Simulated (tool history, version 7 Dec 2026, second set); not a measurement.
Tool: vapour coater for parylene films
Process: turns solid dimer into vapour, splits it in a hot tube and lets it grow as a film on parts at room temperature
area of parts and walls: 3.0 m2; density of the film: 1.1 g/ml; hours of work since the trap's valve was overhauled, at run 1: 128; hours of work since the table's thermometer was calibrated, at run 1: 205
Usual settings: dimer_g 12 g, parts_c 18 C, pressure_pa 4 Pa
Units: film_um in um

| run | hour | dimer_g | parts_c | pressure_pa | hours of work since the trap's valve was overhauled | hours of work since the table's thermometer was calibrated | film_um |
|---|---|---|---|---|---|---|---|
| 1 | 0 | 12 | 18 | 4 | 128 | 205 | 2.16 |
| 2 | 10.1 | 12 | 18 | 4 | 133 | 210 | 2.15 |
| 3 | 24.3 | 12 | 18 | 4 | 140 | 217 | 2.11 |
| 4 | 31.9 | 12 | 18 | 4 | 144 | 221 | 2.13 |
| 5 | 47.4 | 12 | 18 | 4 | 152 | 228 | 2.12 |
| 6 | 53.9 | 12 | 18 | 4 | 155 | 231 | 2.14 |
| 7 | 69.7 | 12 | 18 | 4 | 163 | 239 | 2.11 |
| 8 | 80.7 | 12 | 18 | 4 | 168 | 245 | 2.16 |
| 9 | 87.3 | 12 | 18 | 4 | 171 | 248 | 2.12 |
| 10 | 94.3 | 12 | 18 | 4.24 | 175 | 251 | 2.07 |
| 11 | 106 | 12 | 23 | 4.24 | 181 | 257 | 1.83 |
| 12 | 120.5 | 12 | 18 | 4 | 188 | 264 | 2.08 |
| 13 | 135.3 | 12 | 18 | 4 | 195 | 272 | 2.13 |
| 14 | 149.9 | 12 | 11 | 4 | 202 | 279 | 2.55 |
| 15 | 156.4 | 12 | 11 | 4 | 205 | 282 | 2.54 |
| 16 | 169 | 12 | 11 | 4 | 212 | 288 | 2.57 |
| 17 | 180.3 | 12 | 18 | 4 | 217 | 294 | 2.09 |
| 18 | 195.2 | 12 | 18 | 4 | 224 | 301 | 2.03 |
| 19 | 207.8 | 12 | 18 | 4 | 231 | 307 | 2.04 |
| 20 | 217.6 | 20 | 18 | 4 | 236 | 312 | 3.39 |
|  | 232 | trap's valve overhauled |
| 21 | 234.9 | 6 | 11 | 4 | 1 | 319 | 1.42 |
| 22 | 248.7 | 6 | 11 | 4 | 8 | 326 | 1.42 |
| 23 | 256.9 | 16 | 11 | 5.03 | 12 | 330 | 3.69 |
| 24 | 264.8 | 19 | 11 | 2.68 | 16 | 333 | 4.71 |
| 25 | 277.2 | 13 | 18 | 5.5 | 22 | 340 | 2.37 |
| 26 | 289.8 | 13 | 18 | 5.5 | 29 | 346 | 2.41 |
| 27 | 304.3 | 13 | 18 | 5.5 | 36 | 353 | 2.37 |
| 28 | 312.4 | 8 | 18 | 2.06 | 40 | 357 | 1.63 |
| 29 | 319.5 | 17 | 10 | 4 | 43 | 361 | 4.08 |
| 30 | 333.9 | 17 | 10 | 4 | 50 | 368 | 4.06 |
| 31 | 347.7 | 10 | 18 | 4 | 57 | 374 | 1.88 |
| 32 | 361.6 | 17 | 18 | 4 | 64 | 381 | 3.25 |
| 33 | 374.2 | 17 | 18 | 4 | 70 | 388 | 3.16 |
| 34 | 388.4 | 6 | 18 | 4.94 | 77 | 394 | 1.11 |
| 35 | 394.9 | 10 | 14 | 4 | 80 | 398 | 2.09 |
| 36 | 410.6 | 7 | 19 | 2.28 | 88 | 405 | 1.39 |
| 37 | 423.4 | 7 | 17 | 5.91 | 94 | 412 | 1.24 |

Hidden state or all else? Some run-to-run changes of film_um, split into what the settings, what came in and random variation would give without the hidden state, and what is left for the hidden state (with any gauge scatter that isn't in both results):
The hidden state here: vapour lost through the trap's worn valve, %; true temperature of the parts over the reading, C; drift of the gauge itself on film_um, %.
Run 13 -> 14: parts_c 18 -> 11. film_um +0.42 um: hidden state -0.07, all else +0.49.
Run 19 -> 20: dimer_g 12 -> 20. film_um +1.35 um: hidden state -0.18, all else +1.53.
Run 20 -> 21: dimer_g 20 -> 6, parts_c 18 -> 11, trap's valve overhauled. film_um -1.97 um: hidden state +0.48, all else -2.45.
Run 22 -> 23: dimer_g 6 -> 16, pressure_pa 4 -> 5.03. film_um +2.27 um: hidden state -0.01, all else +2.28.
Run 24 -> 25: dimer_g 19 -> 13, parts_c 11 -> 18, pressure_pa 2.68 -> 5.5. film_um -2.34 um: hidden state +0, all else -2.34.
Run 28 -> 29: dimer_g 8 -> 17, parts_c 18 -> 10, pressure_pa 2.06 -> 4. film_um +2.45 um: hidden state -0.04, all else +2.49.
